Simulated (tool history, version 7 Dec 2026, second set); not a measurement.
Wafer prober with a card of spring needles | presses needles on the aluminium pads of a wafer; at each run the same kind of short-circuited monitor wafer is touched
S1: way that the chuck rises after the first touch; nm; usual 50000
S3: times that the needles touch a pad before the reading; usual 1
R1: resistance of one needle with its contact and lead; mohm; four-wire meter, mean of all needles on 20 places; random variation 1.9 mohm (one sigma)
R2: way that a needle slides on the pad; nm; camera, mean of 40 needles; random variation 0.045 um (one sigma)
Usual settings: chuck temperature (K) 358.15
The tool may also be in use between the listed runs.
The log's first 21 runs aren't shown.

At day 24.654: tips cleaned on abrasive film.
Run 22, day 24.662: usual settings but S1 56000 nm, chuck temperature (K) 394.15, S3 2. Result: R1 218 mohm, R2 7520 nm.
At day 25.725: tips cleaned on abrasive film.
Run 23, day 25.954: usual settings but S1 42000 nm, chuck temperature (K) 310.15, S3 2. Result: R1 212 mohm, R2 5640 nm.
At day 26.646: tips cleaned on abrasive film.
At day 27.583: tips cleaned on abrasive film.
Run 24, day 27.812: usual settings but S1 54000 nm, chuck temperature (K) 310.15, S3 2. Result: R1 205 mohm, R2 7210 nm.
At day 28.588: tips cleaned on abrasive film.
At day 29.642: tips cleaned on abrasive film.
Run 25, day 29.725: usual settings but S1 55000 nm, chuck temperature (K) 304.15. Result: R1 205 mohm, R2 7280 nm.
At day 30.608: tips cleaned on abrasive film.
Run 26, day 31.254: usual settings but S1 46000 nm, chuck temperature (K) 299.15, S3 2. Result: R1 221 mohm, R2 6070 nm.
At day 31.600: tips cleaned on abrasive film.
At day 32.625: tips cleaned on abrasive film.
Run 27, day 33.150: usual settings but S1 46000 nm, chuck temperature (K) 299.15, S3 2. Result: R1 219 mohm, R2 6200 nm.
At day 33.533: tips cleaned on abrasive film.
At day 34.446: tips cleaned on abrasive film.
Run 28, day 34.746: usual settings but S1 63000 nm. Result: R1 217 mohm, R2 8340 nm.
At day 35.475: tips cleaned on abrasive film.
Run 29, day 35.592: usual settings but chuck temperature (K) 373.15, S3 2. Result: R1 216 mohm, R2 6630 nm.
At day 36.454: tips cleaned on abrasive film.
At day 37.392: tips cleaned on abrasive film.
Run 30, day 37.533: usual settings but S1 44000 nm, chuck temperature (K) 334.15, S3 2. Result: R1 214 mohm, R2 5890 nm.
At day 38.350: tips cleaned on abrasive film.
Run 31, day 38.592: usual settings but S1 38000 nm, chuck temperature (K) 382.15, S3 2. Result: R1 235 mohm, R2 5040 nm.

3 ways to go on from here, each from the tool as it stands after run 31. What would each give?
At day 39.392: tips cleaned on abrasive film.
Run A, day 39.879: usual settings but S1 31000 nm, chuck temperature (K) 373.15, S3 2. Result: R1 ?, R2 ?.
At day 39.392: tips cleaned on abrasive film.
Run B, day 39.879: usual settings but chuck temperature (K) 378.15, S3 2. Result: R1 ?, R2 ?.
At day 39.392: tips cleaned on abrasive film.
Run C, day 39.879: usual settings but S1 69000 nm, chuck temperature (K) 382.15, S3 2. Result: R1 ?, R2 ?.

run   R1    R2
  A  248  4090
  B  228  6640
  C  224  9230
Without the tool's hidden state the same runs would have given:
run   R1    R2
  A  214  4210
  B  211  6760
  C  215  9340
